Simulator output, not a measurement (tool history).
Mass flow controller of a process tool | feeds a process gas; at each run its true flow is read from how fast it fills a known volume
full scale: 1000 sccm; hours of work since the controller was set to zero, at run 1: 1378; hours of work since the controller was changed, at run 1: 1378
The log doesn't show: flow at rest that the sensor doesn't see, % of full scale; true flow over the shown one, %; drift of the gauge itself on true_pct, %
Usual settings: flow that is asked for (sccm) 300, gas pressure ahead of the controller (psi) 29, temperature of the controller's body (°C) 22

| run | day | flow that is asked for (sccm) | gas pressure ahead of the controller (psi) | temperature of the controller's body (°C) | hours of work since the controller was set to zero | hours of work since the controller was changed | true flow (%) |
|---|---|---|---|---|---|---|---|
| 1 | 0 | 300 | 29 | 22 | 1378 | 1378 | 98.68 |
| 2 | 3.854 | 300 | 29 | 22 | 1441 | 1441 | 98.87 |
| 3 | 7.271 | 300 | 29 | 22 | 1496 | 1496 | 98.65 |
| 4 | 12.388 | 455 | 29 | 22 | 1579 | 1579 | 99.22 |
| 5 | 16.046 | 300 | 29 | 21 | 1639 | 1639 | 98.9 |
| 6 | 19.633 | 300 | 29 | 22 | 1697 | 1697 | 98.91 |
| 7 | 23.129 | 300 | 25.1 | 22 | 1754 | 1754 | 98.84 |
| 8 | 27.488 | 300 | 25.1 | 22 | 1824 | 1824 | 98.89 |
| 9 | 31.433 | 300 | 25.1 | 22 | 1889 | 1889 | 99.05 |
| 10 | 35.617 | 300 | 20.9 | 22 | 1956 | 1956 | 98.82 |
| 11 | 41.292 | 300 | 20.9 | 22 | 2049 | 2049 | 99.04 |
| 12 | 46.054 | 300 | 20.9 | 29 | 2126 | 2126 | 98.69 |
| 13 | 51.325 | 300 | 20.9 | 29 | 2212 | 2212 | 98.74 |
| 14 | 55.254 | 300 | 29 | 22 | 2275 | 2275 | 99.34 |
| 15 | 58.038 | 300 | 29 | 22 | 2321 | 2321 | 99.51 |
| 16 | 61.942 | 300 | 29 | 22 | 2384 | 2384 | 99.49 |
| 17 | 66.575 | 300 | 29 | 22 | 2459 | 2459 | 99.42 |
| 18 | 70.4 | 300 | 29 | 22 | 2521 | 2521 | 99.66 |
| 19 | 74 | 300 | 29 | 22 | 2580 | 2580 | 99.7 |
| 20 | 78.467 | 300 | 29 | 22 | 2652 | 2652 | 99.59 |
| 21 | 83.004 | 300 | 29 | 22 | 2726 | 2726 | 99.56 |
| 22 | 86.592 | 357 | 29 | 22 | 2784 | 2784 | 99.99 |
| 23 | 90.829 | 357 | 29 | 22 | 2853 | 2853 | 99.74 |
| 24 | 95.092 | 297 | 28 | 22 | 2922 | 2922 | 99.96 |
|  | 98.575 | gauge calibrated |
| 25 | 100.617 | 117 | 30.5 | 28 | 3012 | 3012 | 98.34 |
| 26 | 105.867 | 117 | 30.5 | 28 | 3097 | 3097 | 98.24 |
| 27 | 111.071 | 541 | 29 | 23 | 3182 | 3182 | 99.24 |
| 28 | 116.267 | 541 | 29 | 23 | 3266 | 3266 | 99.46 |
| 29 | 118.592 | 541 | 29 | 23 | 3304 | 3304 | 99.47 |
| 30 | 121.183 | 176 | 29.6 | 31 | 3346 | 3346 | 98.61 |
| 31 | 126.942 | 216 | 29.6 | 23 | 3439 | 3439 | 98.84 |
| 32 | 131.921 | 646 | 27.4 | 21 | 3520 | 3520 | 99.77 |
| 33 | 137.55 | 646 | 27.4 | 20 | 3612 | 3612 | 99.92 |
| 34 | 142.612 | 646 | 27.4 | 20 | 3694 | 3694 | 99.84 |
| 35 | 148.075 | 300 | 24.7 | 22 | 3782 | 3782 | 99.16 |
| 36 | 151.212 | 725 | 25.5 | 24 | 3833 | 3833 | 100.08 |
| 37 | 155.904 | 725 | 25.5 | 24 | 3910 | 3910 | 100.16 |
| 38 | 158.5 | 725 | 25.5 | 24 | 3952 | 3952 | 100.1 |
| 39 | 162.467 | 632 | 29 | 31 | 4016 | 4016 | 99.88 |
| 40 | 168.238 | 164 | 26.1 | 31 | 4110 | 4110 | 98.94 |
| 41 | 173.95 | 300 | 29 | 27 | 4203 | 4203 | 99.46 |
| 42 | 179.583 | 300 | 29 | 27 | 4294 | 4294 | 99.26 |
| 43 | 184.233 | 300 | 29 | 27 | 4370 | 4370 | 99.62 |
| 44 | 188.179 | 272 | 35.1 | 21 | 4434 | 4434 | 100 |
| 45 | 192.842 | 272 | 35.1 | 21 | 4509 | 4509 | 100.06 |

How the hidden state differs across the entries between the runs, from the last listed run before each to the first after it:
Between runs 24 and 25: gauge calibrated (day 98.575)
  drift of the gauge itself on true_pct, %: 1.14 -> 0.02
  measured less the result without the state, true flow (%): +1.12 -> +0.01

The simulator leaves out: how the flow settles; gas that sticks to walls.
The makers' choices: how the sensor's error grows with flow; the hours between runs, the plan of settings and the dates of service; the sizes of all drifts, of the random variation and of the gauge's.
